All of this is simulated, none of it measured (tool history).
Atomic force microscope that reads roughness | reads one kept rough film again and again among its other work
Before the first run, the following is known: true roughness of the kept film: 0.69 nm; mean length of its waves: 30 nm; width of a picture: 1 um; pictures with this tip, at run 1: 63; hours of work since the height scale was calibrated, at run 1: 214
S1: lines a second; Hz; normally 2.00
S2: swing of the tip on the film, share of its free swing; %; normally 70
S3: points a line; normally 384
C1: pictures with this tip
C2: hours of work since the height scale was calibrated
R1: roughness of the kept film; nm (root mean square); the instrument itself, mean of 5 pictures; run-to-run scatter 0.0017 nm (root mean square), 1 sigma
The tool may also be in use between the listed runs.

{"run": 1, "hour": 0.0, "S1": 2.0, "S2": 70, "S3": 384, "C1": 63, "C2": 214, "R1": 0.636}
{"run": 2, "hour": 9.0, "S1": 2.74, "S2": 70, "S3": 384, "C1": 73, "C2": 218, "R1": 0.628}
{"run": 3, "hour": 16.8, "S1": 2.74, "S2": 70, "S3": 384, "C1": 82, "C2": 222, "R1": 0.621}
{"run": 4, "hour": 25.8, "S1": 2.11, "S2": 70, "S3": 384, "C1": 92, "C2": 226, "R1": 0.631}
{"run": 5, "hour": 38.4, "S1": 2.11, "S2": 70, "S3": 271, "C1": 106, "C2": 232, "R1": 0.626}
{"run": 6, "hour": 50.0, "S1": 2.11, "S2": 70, "S3": 271, "C1": 119, "C2": 237, "R1": 0.62}
{"run": 7, "hour": 66.2, "S1": 2.11, "S2": 70, "S3": 271, "C1": 138, "C2": 245, "R1": 0.62}
{"run": 8, "hour": 83.2, "S1": 2.11, "S2": 70, "S3": 271, "C1": 157, "C2": 252, "R1": 0.617}
{"run": 9, "hour": 91.9, "S1": 1.79, "S2": 69, "S3": 553, "C1": 167, "C2": 256, "R1": 0.625}
{"hour": 98.9, "done": "new tip fitted"}
{"run": 10, "hour": 102.0, "S1": 0.69, "S2": 70, "S3": 358, "C1": 4, "C2": 261, "R1": 0.666}
{"run": 11, "hour": 109.8, "S1": 0.67, "S2": 70, "S3": 457, "C1": 13, "C2": 264, "R1": 0.668}
{"run": 12, "hour": 125.6, "S1": 0.67, "S2": 70, "S3": 457, "C1": 31, "C2": 272, "R1": 0.661}
{"run": 13, "hour": 134.3, "S1": 1.08, "S2": 74, "S3": 457, "C1": 41, "C2": 276, "R1": 0.653}
{"run": 14, "hour": 141.7, "S1": 1.08, "S2": 74, "S3": 457, "C1": 49, "C2": 279, "R1": 0.648}
{"run": 15, "hour": 158.6, "S1": 1.1, "S2": 77, "S3": 828, "C1": 68, "C2": 287, "R1": 0.647}
{"run": 16, "hour": 172.6, "S1": 1.1, "S2": 56, "S3": 828, "C1": 84, "C2": 294, "R1": 0.656}

Alternative continuations, all from the tool just after run 16; predict every row:
{"run": "A", "hour": 185.6, "S1": 2.0, "S2": 56, "S3": 384, "C1": 99, "C2": 300, "R1": "?"}
{"run": "B", "hour": 185.6, "S1": 1.64, "S2": 59, "S3": 465, "C1": 99, "C2": 300, "R1": "?"}
{"run": "C", "hour": 185.6, "S1": 2.0, "S2": 57, "S3": 384, "C1": 99, "C2": 300, "R1": "?"}
{"run": "D", "hour": 185.6, "S1": 0.68, "S2": 82, "S3": 828, "C1": 99, "C2": 300, "R1": "?"}
{"run": "E", "hour": 185.6, "S1": 0.65, "S2": 56, "S3": 352, "C1": 99, "C2": 300, "R1": "?"}

run=A R1=0.649
run=B R1=0.648
run=C R1=0.648
run=D R1=0.646
run=E R1=0.654
Without the tool's hidden state the same runs would have given:
run=A R1=0.664
run=B R1=0.662
run=C R1=0.663
run=D R1=0.661
run=E R1=0.668
